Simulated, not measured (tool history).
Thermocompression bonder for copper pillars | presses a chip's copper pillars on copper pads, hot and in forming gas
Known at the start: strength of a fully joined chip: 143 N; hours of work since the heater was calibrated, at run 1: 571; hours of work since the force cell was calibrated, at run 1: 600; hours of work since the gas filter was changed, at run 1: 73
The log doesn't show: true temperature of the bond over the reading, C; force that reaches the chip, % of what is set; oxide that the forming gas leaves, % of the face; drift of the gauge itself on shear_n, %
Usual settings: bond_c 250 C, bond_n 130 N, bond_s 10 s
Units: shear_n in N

run	hour	bond_c	bond_n	bond_s	hours of work since the heater was calibrated	hours of work since the force cell was calibrated	hours of work since the gas filter was changed	shear_n
1	0	250	130	10	571	600	73	83.1
2	13.4	250	130	10	581	611	83	82
3	24.6	250	130	10	589	619	91	83.2
4	35.1	250	89	10	597	627	100	62.4
5	49.7	250	89	10	609	638	111	62
6	65.5	250	89	10	621	650	123	63.1
7	78.6	250	89	10	631	660	133	62.8
8	99.5	250	131	10	647	676	149	82.9
9	115.3	250	131	10	659	688	161	82.9
10	138.1	250	131	10	676	706	178	81.9
11	156.6	250	131	10	690	720	192	82.1
# hour 161: force cell calibrated
12	182.3	250	130	21	709	16	211	99.9
13	192.1	250	130	21	716	24	218	100.2
14	208.8	250	130	21	729	36	231	101.4
15	222.4	245	85	10	739	47	241	56.7
# hour 234.5: heater calibrated with a thermocouple chip
16	236.8	245	85	10	2	56	251	56.2
17	249.9	250	142	16	12	66	261	97.1
18	273	258	96	16	29	84	278	83
19	283.5	258	138	28	37	92	286	114.6
20	296.2	263	138	28	47	102	296	118.2
# hour 310.5: forming gas filter changed
21	315	263	163	26	61	115	3	122.5
22	329.8	227	130	10	72	127	15	62
23	339.8	279	150	7	80	134	22	100.6
24	356.5	279	150	17	93	147	35	121.9
25	374.1	279	150	17	106	161	48	121.1
26	387.4	279	150	17	116	171	59	120.8
27	402.2	232	79	5	128	182	70	32.5

Forecast each of these 5 alternatives for the next run:
A	416.6	241	130	6	138	193	81	?
B	416.6	255	130	10	138	193	81	?
C	416.6	274	186	25	138	193	81	?
D	416.6	271	121	10	138	193	81	?
E	416.6	233	130	8	138	193	81	?

run	shear_n
A	60.9
B	83.7
C	130
D	93.4
E	61.2
Without the tool's hidden state the same runs would have given:
run	shear_n
A	62.4
B	85.9
C	133.6
D	95.8
E	62.8

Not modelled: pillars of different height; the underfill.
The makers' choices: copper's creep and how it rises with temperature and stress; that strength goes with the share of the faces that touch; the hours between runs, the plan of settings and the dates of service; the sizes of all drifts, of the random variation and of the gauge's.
